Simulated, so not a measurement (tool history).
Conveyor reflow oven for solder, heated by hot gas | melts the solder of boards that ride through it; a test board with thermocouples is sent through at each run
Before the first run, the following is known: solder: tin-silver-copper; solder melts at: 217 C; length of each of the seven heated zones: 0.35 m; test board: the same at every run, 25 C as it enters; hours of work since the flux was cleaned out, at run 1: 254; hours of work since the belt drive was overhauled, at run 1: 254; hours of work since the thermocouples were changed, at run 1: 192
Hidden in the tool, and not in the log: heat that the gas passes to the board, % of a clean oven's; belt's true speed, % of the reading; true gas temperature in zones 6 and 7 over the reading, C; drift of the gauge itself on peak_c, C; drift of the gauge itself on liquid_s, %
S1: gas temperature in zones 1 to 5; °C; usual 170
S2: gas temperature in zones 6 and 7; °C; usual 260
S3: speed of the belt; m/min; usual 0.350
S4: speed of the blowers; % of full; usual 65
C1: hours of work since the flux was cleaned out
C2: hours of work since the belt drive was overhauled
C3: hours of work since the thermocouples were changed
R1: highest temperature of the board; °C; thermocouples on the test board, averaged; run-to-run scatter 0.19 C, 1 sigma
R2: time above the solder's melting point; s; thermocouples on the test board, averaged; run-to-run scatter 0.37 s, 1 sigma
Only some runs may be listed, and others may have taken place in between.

| run | day | S1 | S2 | S3 | S4 | C1 | C2 | C3 | R1 | R2 |
|---|---|---|---|---|---|---|---|---|---|---|
| 1 | 0.000 | 170 | 260 | 0.350 | 65 | 254 | 254 | 192 | 245.2 | 80.3 |
| 2 | 1.688 | 170 | 260 | 0.350 | 71 | 283 | 283 | 221 | 246.8 | 82.2 |
|  | 2.288 | flux residue cleaned out of gas plates and filters |
| 3 | 4.292 | 170 | 260 | 0.350 | 71 | 34 | 324 | 262 | 246.6 | 82.3 |
| 4 | 5.767 | 170 | 260 | 0.350 | 71 | 59 | 349 | 287 | 246.7 | 81.9 |
| 5 | 7.279 | 170 | 259 | 0.350 | 65 | 85 | 374 | 313 | 244.3 | 79.1 |
| 6 | 8.862 | 170 | 260 | 0.350 | 58 | 112 | 401 | 340 | 244.7 | 78.0 |
| 7 | 10.233 | 170 | 254 | 0.350 | 65 | 135 | 425 | 363 | 240.2 | 72.6 |
| 8 | 12.475 | 170 | 254 | 0.350 | 65 | 173 | 463 | 401 | 240.7 | 72.9 |
| 9 | 14.188 | 170 | 254 | 0.350 | 65 | 203 | 492 | 430 | 240.4 | 72.4 |
| 10 | 16.312 | 170 | 254 | 0.350 | 65 | 239 | 528 | 466 | 240.5 | 72.6 |
| 11 | 18.067 | 170 | 254 | 0.350 | 65 | 269 | 558 | 496 | 240.6 | 72.5 |
|  | 19.388 | flux residue cleaned out of gas plates and filters |
| 12 | 21.117 | 170 | 254 | 0.350 | 65 | 29 | 606 | 545 | 240.3 | 72.5 |
| 13 | 22.871 | 181 | 260 | 0.306 | 52 | 59 | 636 | 574 | 248.9 | 105.4 |
| 14 | 25.504 | 181 | 260 | 0.306 | 52 | 104 | 681 | 619 | 248.7 | 105.0 |
|  | 27.212 | belt drive overhauled, speed set with a stopwatch |
| 15 | 27.392 | 179 | 260 | 0.313 | 63 | 133 | 3 | 649 | 249.6 | 102.2 |
| 16 | 29.038 | 170 | 260 | 0.399 | 60 | 161 | 31 | 677 | 240.7 | 60.9 |
| 17 | 30.983 | 175 | 260 | 0.301 | 65 | 195 | 64 | 710 | 250.1 | 105.6 |
| 18 | 33.621 | 170 | 273 | 0.350 | 65 | 240 | 109 | 755 | 257.1 | 93.0 |
|  | 36.662 | flux residue cleaned out of gas plates and filters |
| 19 | 36.908 | 170 | 260 | 0.380 | 65 | 4 | 162 | 807 | 243.2 | 69.1 |

Branching from run 19: 4 alternative next runs. What would each branch give?
| A | 38.333 | 184 | 268 | 0.296 | 65 | 28 | 186 | 831 | ? | ? |
| B | 38.333 | 170 | 260 | 0.375 | 65 | 28 | 186 | 831 | ? | ? |
| C | 38.333 | 170 | 260 | 0.350 | 65 | 28 | 186 | 831 | ? | ? |
| D | 38.333 | 170 | 271 | 0.368 | 86 | 28 | 186 | 831 | ? | ? |

| run | R1 | R2 |
|---|---|---|
| A | 259.0 | 123.7 |
| B | 243.6 | 71.2 |
| C | 245.4 | 80.1 |
| D | 257.1 | 88.8 |
Without the tool's hidden state the same runs would have given:
| run | R1 | R2 |
|---|---|---|
| A | 258.9 | 123.6 |
| B | 243.5 | 71.1 |
| C | 245.3 | 79.9 |
| D | 257.0 | 88.7 |

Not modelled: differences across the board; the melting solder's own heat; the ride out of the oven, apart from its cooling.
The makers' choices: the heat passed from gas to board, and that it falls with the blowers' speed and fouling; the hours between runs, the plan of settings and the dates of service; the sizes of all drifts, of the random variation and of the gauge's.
